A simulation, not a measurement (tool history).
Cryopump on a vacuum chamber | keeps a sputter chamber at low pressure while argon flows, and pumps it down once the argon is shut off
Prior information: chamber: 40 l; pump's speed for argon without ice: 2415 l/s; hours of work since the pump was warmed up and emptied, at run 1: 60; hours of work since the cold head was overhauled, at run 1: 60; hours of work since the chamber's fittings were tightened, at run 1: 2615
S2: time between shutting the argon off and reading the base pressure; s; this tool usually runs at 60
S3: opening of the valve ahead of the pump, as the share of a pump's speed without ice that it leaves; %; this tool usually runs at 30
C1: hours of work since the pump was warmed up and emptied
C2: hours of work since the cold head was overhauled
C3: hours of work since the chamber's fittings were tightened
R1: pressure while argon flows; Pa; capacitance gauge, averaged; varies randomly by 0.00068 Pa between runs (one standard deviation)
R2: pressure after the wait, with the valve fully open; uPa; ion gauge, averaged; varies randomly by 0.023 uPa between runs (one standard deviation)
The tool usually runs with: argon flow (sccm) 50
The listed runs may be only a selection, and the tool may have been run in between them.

{"run": 1, "hour": 0.0, "argon flow (sccm)": 50, "S2": 60, "S3": 30, "C1": 60, "C2": 60, "C3": 2615, "R1": 0.1179, "R2": 1.01}
{"run": 2, "hour": 50.6, "argon flow (sccm)": 50, "S2": 60, "S3": 30, "C1": 81, "C2": 81, "C3": 2636, "R1": 0.118, "R2": 1}
{"run": 3, "hour": 93.6, "argon flow (sccm)": 50, "S2": 60, "S3": 30, "C1": 98, "C2": 98, "C3": 2653, "R1": 0.1185, "R2": 1.01}
{"run": 4, "hour": 122.0, "argon flow (sccm)": 50, "S2": 60, "S3": 30, "C1": 109, "C2": 109, "C3": 2664, "R1": 0.1174, "R2": 1.02}
{"run": 5, "hour": 174.0, "argon flow (sccm)": 50, "S2": 60, "S3": 30, "C1": 130, "C2": 130, "C3": 2685, "R1": 0.1182, "R2": 0.99}
{"run": 6, "hour": 230.3, "argon flow (sccm)": 25, "S2": 141, "S3": 16, "C1": 153, "C2": 153, "C3": 2708, "R1": 0.1099, "R2": 0.65}
{"run": 7, "hour": 262.2, "argon flow (sccm)": 26, "S2": 212, "S3": 16, "C1": 166, "C2": 166, "C3": 2721, "R1": 0.1144, "R2": 0.57}
{"run": 8, "hour": 311.2, "argon flow (sccm)": 47, "S2": 125, "S3": 21, "C1": 186, "C2": 186, "C3": 2741, "R1": 0.1587, "R2": 0.7}
{"run": 9, "hour": 345.1, "argon flow (sccm)": 50, "S2": 60, "S3": 27, "C1": 200, "C2": 200, "C3": 2755, "R1": 0.134, "R2": 1.04}
{"run": 10, "hour": 379.1, "argon flow (sccm)": 50, "S2": 33, "S3": 30, "C1": 213, "C2": 213, "C3": 2768, "R1": 0.1189, "R2": 1.58}

Predict each of these 5 candidate next runs independently; none follows another, all start after run 10:
{"run": "A", "hour": 408.9, "argon flow (sccm)": 50, "S2": 195, "S3": 30, "C1": 225, "C2": 225, "C3": 2780, "R1": "?", "R2": "?"}
{"run": "B", "hour": 408.9, "argon flow (sccm)": 50, "S2": 126, "S3": 30, "C1": 225, "C2": 225, "C3": 2780, "R1": "?", "R2": "?"}
{"run": "C", "hour": 408.9, "argon flow (sccm)": 55, "S2": 33, "S3": 21, "C1": 225, "C2": 225, "C3": 2780, "R1": "?", "R2": "?"}
{"run": "D", "hour": 408.9, "argon flow (sccm)": 51, "S2": 65, "S3": 30, "C1": 225, "C2": 225, "C3": 2780, "R1": "?", "R2": "?"}
{"run": "E", "hour": 408.9, "argon flow (sccm)": 30, "S2": 53, "S3": 20, "C1": 225, "C2": 225, "C3": 2780, "R1": "?", "R2": "?"}

run=A R1=0.1186 R2=0.57
run=B R1=0.1201 R2=0.7
run=C R1=0.1861 R2=1.61
run=D R1=0.1213 R2=1.01
run=E R1=0.107 R2=1.12
With the hidden condition removed and each run's random variation left untouched, the same runs would have given:
run=A R1=0.1158 R2=0.31
run=B R1=0.1174 R2=0.44
run=C R1=0.1831 R2=1.35
run=D R1=0.1185 R2=0.74
run=E R1=0.1053 R2=0.86

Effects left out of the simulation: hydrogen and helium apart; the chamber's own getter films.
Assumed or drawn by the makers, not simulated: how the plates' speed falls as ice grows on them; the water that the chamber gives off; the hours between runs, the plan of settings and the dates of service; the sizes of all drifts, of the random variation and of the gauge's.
